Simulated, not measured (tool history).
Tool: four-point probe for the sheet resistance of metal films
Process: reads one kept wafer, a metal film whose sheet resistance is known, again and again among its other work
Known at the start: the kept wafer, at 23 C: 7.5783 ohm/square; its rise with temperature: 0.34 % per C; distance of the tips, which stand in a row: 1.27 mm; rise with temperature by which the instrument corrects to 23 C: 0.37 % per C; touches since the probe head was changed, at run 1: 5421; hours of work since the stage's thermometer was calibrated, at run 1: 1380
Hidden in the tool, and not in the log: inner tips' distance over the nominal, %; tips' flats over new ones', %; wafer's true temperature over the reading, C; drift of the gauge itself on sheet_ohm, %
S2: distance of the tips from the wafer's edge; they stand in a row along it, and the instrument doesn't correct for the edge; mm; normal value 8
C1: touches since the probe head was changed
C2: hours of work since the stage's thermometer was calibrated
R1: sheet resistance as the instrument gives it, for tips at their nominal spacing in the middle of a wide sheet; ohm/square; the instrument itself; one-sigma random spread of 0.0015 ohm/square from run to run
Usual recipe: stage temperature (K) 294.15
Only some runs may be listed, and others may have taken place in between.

run 1 day=0.000 | stage_temperature_(K)=294.15 S2=8 | C1=5421 C2=1380 | R1=7.649632
run 2 day=1.000 | stage_temperature_(K)=294.15 S2=8 | C1=5747 C2=1394 | R1=7.650161
run 3 day=1.754 | stage_temperature_(K)=297.15 S2=8 | C1=5992 C2=1404 | R1=7.644807
run 4 day=2.750 | stage_temperature_(K)=294.15 S2=8 | C1=6318 C2=1418 | R1=7.651144
run 5 day=3.917 | stage_temperature_(K)=294.15 S2=8 | C1=6698 C2=1434 | R1=7.646504
run 6 day=4.958 | stage_temperature_(K)=294.15 S2=8 | C1=7039 C2=1449 | R1=7.648860
run 7 day=5.817 | stage_temperature_(K)=294.15 S2=8 | C1=7319 C2=1461 | R1=7.648658
run 8 day=6.792 | stage_temperature_(K)=294.15 S2=8 | C1=7637 C2=1474 | R1=7.647978
run 9 day=7.675 | stage_temperature_(K)=294.15 S2=8 | C1=7925 C2=1487 | R1=7.651624
run 10 day=8.442 | stage_temperature_(K)=294.15 S2=8 | C1=8175 C2=1497 | R1=7.647242
run 11 day=9.638 | stage_temperature_(K)=294.15 S2=8 | C1=8566 C2=1514 | R1=7.650172
run 12 day=10.354 | stage_temperature_(K)=294.15 S2=31 | C1=8799 C2=1524 | R1=7.555324
run 13 day=10.979 | stage_temperature_(K)=306.15 S2=31 | C1=9003 C2=1532 | R1=7.529979
run 14 day=12.200 | stage_temperature_(K)=306.15 S2=31 | C1=9401 C2=1549 | R1=7.529051
run 15 day=13.458 | stage_temperature_(K)=306.15 S2=31 | C1=9812 C2=1567 | R1=7.528894
run 16 day=14.183 | stage_temperature_(K)=306.15 S2=4 | C1=10048 C2=1577 | R1=7.904995
run 17 day=15.421 | stage_temperature_(K)=294.15 S2=8 | C1=10452 C2=1594 | R1=7.645182
run 18 day=16.025 | stage_temperature_(K)=294.15 S2=26 | C1=10650 C2=1602 | R1=7.555139
run 19 day=16.779 | stage_temperature_(K)=294.15 S2=10 | C1=10896 C2=1613 | R1=7.612396
run 20 day=17.933 | stage_temperature_(K)=294.15 S2=8 | C1=11271 C2=1629 | R1=7.645203
run 21 day=18.533 | stage_temperature_(K)=294.15 S2=8 | C1=11467 C2=1637 | R1=7.649891
run 22 day=19.092 | stage_temperature_(K)=294.15 S2=8 | C1=11649 C2=1645 | R1=7.647940
run 23 day=19.925 | stage_temperature_(K)=294.15 S2=5 | C1=11921 C2=1656 | R1=7.801315
run 24 day=20.971 | stage_temperature_(K)=302.15 S2=21 | C1=12263 C2=1671 | R1=7.549785
run 25 day=21.579 | stage_temperature_(K)=301.15 S2=6 | C1=12461 C2=1679 | R1=7.710403
run 26 day=22.762 | stage_temperature_(K)=305.15 S2=4 | C1=12847 C2=1696 | R1=7.910672
run 27 day=23.296 | stage_temperature_(K)=299.15 S2=36 | C1=13021 C2=1703 | R1=7.543018
run 28 day=23.883 | stage_temperature_(K)=292.15 S2=11 | C1=13212 C2=1711 | R1=7.606022
run 29 day=24.533 | stage_temperature_(K)=292.15 S2=11 | C1=13424 C2=1720 | R1=7.608106
run 30 day=25.304 | stage_temperature_(K)=308.15 S2=59 | C1=13676 C2=1731 | R1=7.519412
run 31 day=26.029 | stage_temperature_(K)=292.15 S2=8 | C1=13912 C2=1741 | R1=7.653323
run 32 day=26.858 | stage_temperature_(K)=291.15 S2=3 | C1=14183 C2=1753 | R1=8.215852
run 33 day=27.929 | stage_temperature_(K)=294.15 S2=5 | C1=14532 C2=1767 | R1=7.800284
run 34 day=28.488 | stage_temperature_(K)=306.15 S2=5 | C1=14714 C2=1775 | R1=7.773851
run 35 day=29.396 | stage_temperature_(K)=291.15 S2=14 | C1=15011 C2=1788 | R1=7.588630
run 36 day=30.221 | stage_temperature_(K)=291.15 S2=14 | C1=15280 C2=1799 | R1=7.588268
run 37 day=31.367 | stage_temperature_(K)=291.15 S2=14 | C1=15654 C2=1815 | R1=7.589473
run 38 day=32.229 | stage_temperature_(K)=294.15 S2=7 | C1=15936 C2=1827 | R1=7.677388
run 39 day=32.883 | stage_temperature_(K)=294.15 S2=64 | C1=16149 C2=1836 | R1=7.547699
run 40 day=33.542 | stage_temperature_(K)=300.15 S2=75 | C1=16364 C2=1845 | R1=7.537619
run 41 day=34.429 | stage_temperature_(K)=300.15 S2=75 | C1=16653 C2=1858 | R1=7.534131
run 42 day=34.971 | stage_temperature_(K)=295.15 S2=4 | C1=16830 C2=1865 | R1=7.933071
run 43 day=36.079 | stage_temperature_(K)=295.15 S2=4 | C1=17192 C2=1880 | R1=7.933510
run 44 day=37.312 | stage_temperature_(K)=295.15 S2=17 | C1=17595 C2=1898 | R1=7.565254

Measured result minus the same run's result without the hidden state. Both carry the same run-to-run variation, though not necessarily the same gauge scatter:
run=1 R1=-0.034779
run=2 R1=-0.034814
run=3 R1=-0.034669
run=4 R1=-0.034863
run=5 R1=-0.034885
run=6 R1=-0.034928
run=7 R1=-0.034943
run=8 R1=-0.034961
run=9 R1=-0.035013
run=10 R1=-0.035024
run=11 R1=-0.035064
run=12 R1=-0.034677
run=13 R1=-0.033995
run=14 R1=-0.034023
run=15 R1=-0.034046
run=16 R1=-0.035680
run=17 R1=-0.035213
run=18 R1=-0.034830
run=19 R1=-0.035109
run=20 R1=-0.035315
run=21 R1=-0.035364
run=22 R1=-0.035370
run=23 R1=-0.036065
run=24 R1=-0.034555
run=25 R1=-0.035341
run=26 R1=-0.036030
run=27 R1=-0.034776
run=28 R1=-0.035468
run=29 R1=-0.035493
run=30 R1=-0.034241
run=31 R1=-0.035756
run=32 R1=-0.038353
run=33 R1=-0.036362
run=34 R1=-0.035547
run=35 R1=-0.035636
run=36 R1=-0.035653
run=37 R1=-0.035689
run=38 R1=-0.035917
run=39 R1=-0.035351
run=40 R1=-0.034953
run=41 R1=-0.034956
run=42 R1=-0.037077
run=43 R1=-0.037111
run=44 R1=-0.035513

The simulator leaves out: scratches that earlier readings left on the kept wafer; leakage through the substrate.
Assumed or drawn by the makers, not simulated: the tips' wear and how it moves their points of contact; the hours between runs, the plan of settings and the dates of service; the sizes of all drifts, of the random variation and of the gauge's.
